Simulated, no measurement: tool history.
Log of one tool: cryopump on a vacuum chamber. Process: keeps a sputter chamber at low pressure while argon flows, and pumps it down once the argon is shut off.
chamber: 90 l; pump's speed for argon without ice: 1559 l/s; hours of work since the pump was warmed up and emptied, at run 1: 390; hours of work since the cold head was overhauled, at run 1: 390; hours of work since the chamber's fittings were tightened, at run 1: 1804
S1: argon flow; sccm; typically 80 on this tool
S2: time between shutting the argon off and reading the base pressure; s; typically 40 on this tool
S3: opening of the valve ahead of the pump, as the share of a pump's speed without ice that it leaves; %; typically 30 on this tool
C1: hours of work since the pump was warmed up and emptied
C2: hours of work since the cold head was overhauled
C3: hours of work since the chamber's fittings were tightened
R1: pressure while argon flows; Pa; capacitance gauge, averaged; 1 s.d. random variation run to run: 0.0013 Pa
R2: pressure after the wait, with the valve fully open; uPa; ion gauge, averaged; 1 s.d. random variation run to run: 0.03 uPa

run 1 hour=0.0 | S1=80 S2=40 S3=30 | C1=390 C2=390 C3=1804 | R1=0.2980 R2=2.84
run 2 hour=13.2 | S1=80 S2=40 S3=30 | C1=400 C2=400 C3=1814 | R1=0.2978 R2=2.90
run 3 hour=24.3 | S1=80 S2=40 S3=30 | C1=407 C2=407 C3=1822 | R1=0.2972 R2=2.91
run 4 hour=37.1 | S1=80 S2=40 S3=30 | C1=416 C2=416 C3=1831 | R1=0.3003 R2=2.89
run 5 hour=50.5 | S1=80 S2=40 S3=30 | C1=426 C2=426 C3=1840 | R1=0.3002 R2=2.89
run 6 hour=59.7 | S1=80 S2=40 S3=30 | C1=432 C2=432 C3=1846 | R1=0.2990 R2=2.82
run 7 hour=75.9 | S1=80 S2=40 S3=30 | C1=444 C2=444 C3=1858 | R1=0.2995 R2=2.92
run 8 hour=84.6 | S1=36 S2=88 S3=39 | C1=450 C2=450 C3=1864 | R1=0.1049 R2=2.18
run 9 hour=97.4 | S1=36 S2=88 S3=39 | C1=459 C2=459 C3=1873 | R1=0.1046 R2=2.17
run 10 hour=110.6 | S1=135 S2=207 S3=30 | C1=468 C2=468 C3=1882 | R1=0.5078 R2=1.85
run 11 hour=118.9 | S1=135 S2=207 S3=30 | C1=474 C2=474 C3=1888 | R1=0.5072 R2=1.89

Alternative continuations, all from the tool just after run 11; predict every row:
run A hour=133.5 | S1=80 S2=40 S3=43 | C1=484 C2=484 C3=1899 | R1=? R2=?
run B hour=133.5 | S1=35 S2=95 S3=32 | C1=484 C2=484 C3=1899 | R1=? R2=?
run C hour=133.5 | S1=49 S2=21 S3=36 | C1=484 C2=484 C3=1899 | R1=? R2=?
run D hour=133.5 | S1=147 S2=153 S3=30 | C1=484 C2=484 C3=1899 | R1=? R2=?

run=A R1=0.2152 R2=2.99
run=B R1=0.1242 R2=2.17
run=C R1=0.1546 R2=4.16
run=D R1=0.5540 R2=1.97
With the hidden condition removed and each run's random variation left untouched, the same runs would have given:
run=A R1=0.2037 R2=1.55
run=B R1=0.1192 R2=0.75
run=C R1=0.1476 R2=2.72
run=D R1=0.5329 R2=0.55
